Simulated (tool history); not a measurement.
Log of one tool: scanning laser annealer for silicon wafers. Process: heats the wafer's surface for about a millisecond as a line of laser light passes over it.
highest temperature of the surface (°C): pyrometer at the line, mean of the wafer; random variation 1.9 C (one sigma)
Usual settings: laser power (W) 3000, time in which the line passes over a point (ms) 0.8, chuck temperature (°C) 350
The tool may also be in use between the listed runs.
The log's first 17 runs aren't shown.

run   hour  laser power (W)  time in which the line passes over a point (ms)  chuck temperature (°C)  highest temperature of the surface (°C)
 18    303             3000                                              0.8                     353                                     1136
 19  326.2             3000                                              0.8                     353                                     1129
 20  342.1             3082                                            0.689                     364                                     1095
 21  360.1             3000                                              0.8                     337                                     1109
 22  371.7             2567                                            0.929                     334                                     1033
 23  396.8             3207                                            0.929                     372                                     1279
     402.4  -- window over the wafer cleaned
 24  420.1             3207                                            0.929                     372                                     1327
 25    433             3207                                            0.604                     344                                     1081
 26  453.4             3207                                            0.955                     370                                     1339
 27  469.1             3207                                            0.955                     370                                     1336
 28  480.1             3027                                            0.659                     368                                     1091
 29  495.7             3000                                              0.8                     348                                     1149
 30  520.5             2785                                            0.659                     386                                     1037
 31  538.6             2870                                            0.759                     336                                     1063
 32  559.7             2870                                            0.759                     336                                     1061
 33  583.6             2870                                            0.759                     336                                     1059

Forecast each of these 3 alternatives for the next run:
  A  599.3             2870                                            0.639                     336                                        ?
  B  599.3             3172                                            0.605                     381                                        ?
  C  599.3             2604                                            0.759                     338                                        ?

run  highest temperature of the surface (°C)
  A                                      983
  B                                     1094
  C                                      980
Without the tool's hidden state the same runs would have given:
run  highest temperature of the surface (°C)
  A                                     1009
  B                                     1122
  C                                     1004
